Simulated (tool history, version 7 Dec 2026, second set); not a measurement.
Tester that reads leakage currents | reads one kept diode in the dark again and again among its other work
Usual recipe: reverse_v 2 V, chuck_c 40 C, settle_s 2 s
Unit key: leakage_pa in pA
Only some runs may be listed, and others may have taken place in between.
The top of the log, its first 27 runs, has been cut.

run,hour,reverse_v,chuck_c,settle_s,hours of work since the probe card was cleaned,hours of work since the tester was calibrated,hours of work since the chuck was calibrated,leakage_pa
28,1038.3,14.1,54,0.78,1070,1373,1109,3354.21
29,1074,14.1,54,0.78,1093,1396,1132,3342.17
30,1115.3,8.27,40,1.16,1119,1423,1158,879.2
31,1151.6,2,23,0.66,1143,1446,1181,111.56
32,1187.6,1.66,24,2.17,1166,1469,1205,113.97
33,1230.3,1.66,24,2.17,1193,1496,1232,114.21
34,1259.2,2,35,1.49,1212,1515,1250,333.44
35,1285.8,2.26,47,0.61,1229,1532,1268,952.37
36,1319.8,2.26,47,0.61,1251,1554,1289,963.67
37,1350.5,3.5,57,2.34,1270,1574,1309,2482.38
38,1382.1,2,40,4.6,1290,1594,1329,512.06
39,1412.8,7.24,36,2.37,1310,1614,1349,593.98
40,1433.8,7.24,36,2.37,1324,1627,1362,592.39

Below are 3 alternative next runs, each starting from the tool's condition after run 40. Predict each:
A,1465.4,6.15,35,0.78,1344,1647,1383,?
B,1465.4,5.91,36,9.61,1344,1647,1383,?
C,1465.4,12.23,30,3.89,1344,1647,1383,?

run,leakage_pa
A,510.35
B,546.12
C,420.77
Stripped of hidden state, with their random variation kept, the same runs would have yielded:
run,leakage_pa
A,510.64
B,546.43
C,420.95

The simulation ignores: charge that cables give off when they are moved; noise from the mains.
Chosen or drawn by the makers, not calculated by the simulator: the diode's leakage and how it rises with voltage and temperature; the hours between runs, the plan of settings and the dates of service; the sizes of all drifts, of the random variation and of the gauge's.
